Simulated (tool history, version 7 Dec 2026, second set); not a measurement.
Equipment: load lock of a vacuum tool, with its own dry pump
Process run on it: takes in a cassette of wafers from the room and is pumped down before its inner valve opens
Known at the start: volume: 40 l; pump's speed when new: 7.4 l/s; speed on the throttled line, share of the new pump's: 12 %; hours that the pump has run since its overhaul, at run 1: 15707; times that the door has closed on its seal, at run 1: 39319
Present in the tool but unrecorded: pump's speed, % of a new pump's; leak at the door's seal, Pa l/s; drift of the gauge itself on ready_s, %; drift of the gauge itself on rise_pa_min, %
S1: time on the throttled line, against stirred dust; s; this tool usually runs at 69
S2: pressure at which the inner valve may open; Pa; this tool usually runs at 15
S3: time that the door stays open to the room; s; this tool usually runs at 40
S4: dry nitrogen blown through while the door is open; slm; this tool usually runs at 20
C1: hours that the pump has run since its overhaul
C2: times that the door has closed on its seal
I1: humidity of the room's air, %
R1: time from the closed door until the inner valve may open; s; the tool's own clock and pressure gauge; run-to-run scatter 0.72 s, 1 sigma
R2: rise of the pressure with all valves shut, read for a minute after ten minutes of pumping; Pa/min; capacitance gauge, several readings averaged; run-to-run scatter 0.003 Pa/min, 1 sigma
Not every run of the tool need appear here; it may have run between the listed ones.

run	hour	S1	S2	S3	S4	C1	C2	I1	R1	R2
1	0.0	69	15	40	20	15707	39319	47.0	117.9	0.100
2	348.1	69	15	40	20	16055	40692	44.3	118.4	0.097
# hour 855.6: dry pump taken out, an overhauled one fitted
3	855.6	69	15	40	20	0	42670	45.3	110.1	0.097
4	1152.3	69	15	40	18	297	43840	47.7	109.5	0.109
5	1541.6	69	15	40	18	686	45376	44.5	109.7	0.112
6	1869.2	69	15	40	18	1014	46668	45.5	109.5	0.121
7	2207.8	69	15	40	20	1352	48004	48.6	109.3	0.119
8	2580.1	69	15	40	20	1725	49472	49.1	109.3	0.122
9	2835.0	69	13	40	20	1979	50478	47.9	110.6	0.133
10	3126.4	69	13	40	20	2271	51627	44.1	111.0	0.130
11	3605.3	69	15	40	20	2750	53516	44.7	110.1	0.135
12	4113.4	69	15	40	8	3258	55520	46.4	110.9	0.152
13	4550.6	69	15	40	20	3695	57245	45.7	110.7	0.153
14	4988.5	69	15	40	20	4133	58972	43.2	111.3	0.148
15	5480.6	69	15	40	20	4625	60913	43.4	112.7	0.162
16	5725.6	69	15	70	20	4870	61879	46.2	110.9	0.172
17	6129.4	69	15	70	20	5274	63473	42.4	111.9	0.169
# hour 6358.8: door's seal changed, seat wiped
18	6587.9	38	15	70	20	5731	904	44.0	85.5	0.018
19	7041.0	69	16	40	20	6184	2691	41.4	111.2	0.012
20	7398.5	69	24	40	20	6541	4101	42.4	110.2	0.020
21	7646.5	61	15	178	18	6789	5080	45.0	106.0	0.030
22	8134.1	61	22	178	7	7277	7003	44.1	103.2	0.048
23	8513.8	128	15	69	20	7657	8501	47.9	165.8	0.029
24	8720.1	128	15	172	20	7863	9315	46.2	164.7	0.031
25	9193.4	128	15	172	20	8336	11181	47.5	164.8	0.040
26	9695.8	128	15	172	20	8839	13163	46.9	165.8	0.036
27	9915.5	42	13	187	19	9058	14030	46.0	91.8	0.042
28	10339.0	69	14	40	5	9482	15700	43.2	114.5	0.049
29	10659.3	69	14	40	5	9802	16964	46.6	115.8	0.047
30	10885.4	69	15	40	44	10028	17856	44.7	113.5	0.036
31	11093.1	86	16	40	31	10236	18675	43.3	128.4	0.031
32	11578.2	36	22	44	7	10721	20588	44.7	84.0	0.050
33	11999.1	36	22	44	7	11142	22248	47.5	83.7	0.056
34	12259.6	36	20	40	20	11403	23276	42.6	85.1	0.046
35	12588.8	121	11	50	6	11732	24575	46.1	162.3	0.064
36	12949.7	121	11	50	6	12093	25998	46.1	163.9	0.065
37	13171.5	121	11	50	6	12314	26873	43.3	163.6	0.062

Forecast each of these 3 alternatives for the next run:
A	13445.7	78	11	50	27	12589	27955	45.4	?	?
B	13445.7	69	15	106	20	12589	27955	45.2	?	?
C	13445.7	121	11	28	6	12589	27955	43.3	?	?

run	R1	R2
A	126.9	0.051
B	118.0	0.058
C	163.5	0.064
Stripped of hidden state, with their random variation kept, the same runs would have yielded:
run	R1	R2
A	119.3	0.011
B	110.5	0.017
C	156.8	0.024
